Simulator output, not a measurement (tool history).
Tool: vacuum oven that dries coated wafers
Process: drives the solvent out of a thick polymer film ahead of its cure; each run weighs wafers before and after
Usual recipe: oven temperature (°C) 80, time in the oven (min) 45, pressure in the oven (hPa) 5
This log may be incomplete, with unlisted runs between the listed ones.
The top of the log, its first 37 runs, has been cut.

run    hour  oven temperature (°C)  time in the oven (min)  pressure in the oven (hPa)  hours of work since the thermocouples were calibrated  hours of work since the vacuum gauge was cleaned of residue  solvent left in the film (%)
 38  2415.7                     91                      30                        7.84                                                    107                                                          358                          0.72
 39  2470.9                     67                      30                       13.33                                                    130                                                          381                         10.94
 40  2520.1                     80                      26                       12.49                                                    151                                                          402                          4.48
 41  2558.2                     80                      51                       11.31                                                    167                                                          418                          1.56
 42  2596.3                     79                      42                           5                                                    183                                                          434                          2.15
 43  2658.4                     68                      43                        3.09                                                    209                                                          460                          7.22
 44  2714.9                     71                      24                       19.66                                                    233                                                          484                         10.55
 45  2774.7                     80                      45                        7.11                                                    258                                                          509                           1.7
 46  2842.7                     80                      29                        13.2                                                    287                                                          538                          4.06
 47  2903.7                     72                      41                        4.81                                                    312                                                          563                          5.48

Predict each of these 4 candidate next runs independently; none follows another, all start after run 47:
  A  2981.1                     72                      74                        4.81                                                    345                                                          596                             ?
  B  2981.1                     73                      36                           5                                                    345                                                          596                             ?
  C  2981.1                     80                      40                        9.62                                                    345                                                          596                             ?
  D  2981.1                     72                      41                        2.62                                                    345                                                          596                             ?

run  solvent left in the film (%)
  A                          2.28
  B                          5.81
  C                          2.44
  D                          5.41
Without the tool's hidden state the same runs would have given:
run  solvent left in the film (%)
  A                          1.65
  B                          4.89
  C                          1.87
  D                          4.49
